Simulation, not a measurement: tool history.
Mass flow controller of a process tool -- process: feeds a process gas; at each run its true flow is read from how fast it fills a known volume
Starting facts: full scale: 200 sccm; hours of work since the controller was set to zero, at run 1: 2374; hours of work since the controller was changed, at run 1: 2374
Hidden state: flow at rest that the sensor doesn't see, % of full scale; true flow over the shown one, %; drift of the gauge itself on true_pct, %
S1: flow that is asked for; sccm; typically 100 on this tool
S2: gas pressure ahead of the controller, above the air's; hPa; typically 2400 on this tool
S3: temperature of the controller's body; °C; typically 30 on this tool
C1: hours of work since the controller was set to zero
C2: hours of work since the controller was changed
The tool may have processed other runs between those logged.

Run 1, hour 0.0: usual settings; C1 2374; C2 2374. Result: true flow (%) 99.12.
Run 2, hour 222.1: usual settings; C1 2532; C2 2532. Result: true flow (%) 99.35.
Run 3, hour 490.5: usual settings; C1 2722; C2 2722. Result: true flow (%) 99.20.
Run 4, hour 825.2: usual settings; C1 2960; C2 2960. Result: true flow (%) 99.17.
Run 5, hour 1045.0: usual settings; C1 3116; C2 3116. Result: true flow (%) 99.14.
Run 6, hour 1219.2: usual settings but S1 122 sccm; C1 3239; C2 3239. Result: true flow (%) 99.83.
Run 7, hour 1465.8: usual settings but S1 122 sccm; C1 3414; C2 3414. Result: true flow (%) 99.89.
Run 8, hour 1624.0: usual settings but S1 122 sccm; C1 3526; C2 3526. Result: true flow (%) 99.82.
Run 9, hour 1805.8: usual settings but S1 122 sccm; C1 3655; C2 3655. Result: true flow (%) 99.92.
Run 10, hour 2004.9: usual settings but S1 122 sccm; C1 3797; C2 3797. Result: true flow (%) 99.76.
Run 11, hour 2329.8: usual settings but S1 128 sccm, S2 1480 hPa, S3 35 °C; C1 4027; C2 4027. Result: true flow (%) 99.95.
Run 12, hour 2496.9: usual settings but S1 26 sccm, S2 1510 hPa, S3 23 °C; C1 4146; C2 4146. Result: true flow (%) 89.47.
Run 13, hour 2648.7: usual settings but S1 53 sccm, S2 1940 hPa, S3 22 °C; C1 4253; C2 4253. Result: true flow (%) 95.30.
Run 14, hour 2874.7: usual settings but S1 71 sccm, S2 2420 hPa, S3 22 °C; C1 4414; C2 4414. Result: true flow (%) 97.00.
At hour 2923.5: controller's zero set anew.
Run 15, hour 3132.1: usual settings but S1 136 sccm, S2 1600 hPa, S3 26 °C; C1 148; C2 4596. Result: true flow (%) 101.89.
Run 16, hour 3422.6: usual settings but S1 46 sccm, S2 1530 hPa, S3 20 °C; C1 354; C2 4802. Result: true flow (%) 100.01.
Run 17, hour 3761.0: usual settings but S1 25 sccm, S2 1510 hPa, S3 26 °C; C1 594; C2 5042. Result: true flow (%) 99.33.
Run 18, hour 4021.4: usual settings but S1 117 sccm, S2 2080 hPa, S3 35 °C; C1 779; C2 5227. Result: true flow (%) 102.37.
At hour 4084.1: controller exchanged for a calibrated one.
Run 19, hour 4306.6: usual settings but S1 117 sccm, S2 1580 hPa, S3 35 °C; C1 158; C2 158. Result: true flow (%) 99.27.
Run 20, hour 4513.8: usual settings but S1 103 sccm, S2 2040 hPa; C1 305; C2 305. Result: true flow (%) 99.17.

Branching from run 20: 5 alternative next runs. What would each branch give?
Run A, hour 4815.9: usual settings but S1 94 sccm, S2 2250 hPa; C1 519; C2 519. Result: true flow (%) ?.
Run B, hour 4815.9: usual settings but S1 50 sccm, S2 2040 hPa, S3 22 °C; C1 519; C2 519. Result: true flow (%) ?.
Run C, hour 4815.9: usual settings but S1 98 sccm, S2 1950 hPa, S3 37 °C; C1 519; C2 519. Result: true flow (%) ?.
Run D, hour 4815.9: usual settings but S1 51 sccm, S2 1450 hPa; C1 519; C2 519. Result: true flow (%) ?.
Run E, hour 4815.9: usual settings but S1 41 sccm, S2 2240 hPa, S3 24 °C; C1 519; C2 519. Result: true flow (%) ?.

run  true flow (%)
  A          98.97
  B          97.72
  C          99.44
  D          97.87
  E          97.68
Had the tool no hidden state, the same runs would have come out as:
run  true flow (%)
  A          99.01
  B          98.09
  C          99.46
  D          98.23
  E          98.20

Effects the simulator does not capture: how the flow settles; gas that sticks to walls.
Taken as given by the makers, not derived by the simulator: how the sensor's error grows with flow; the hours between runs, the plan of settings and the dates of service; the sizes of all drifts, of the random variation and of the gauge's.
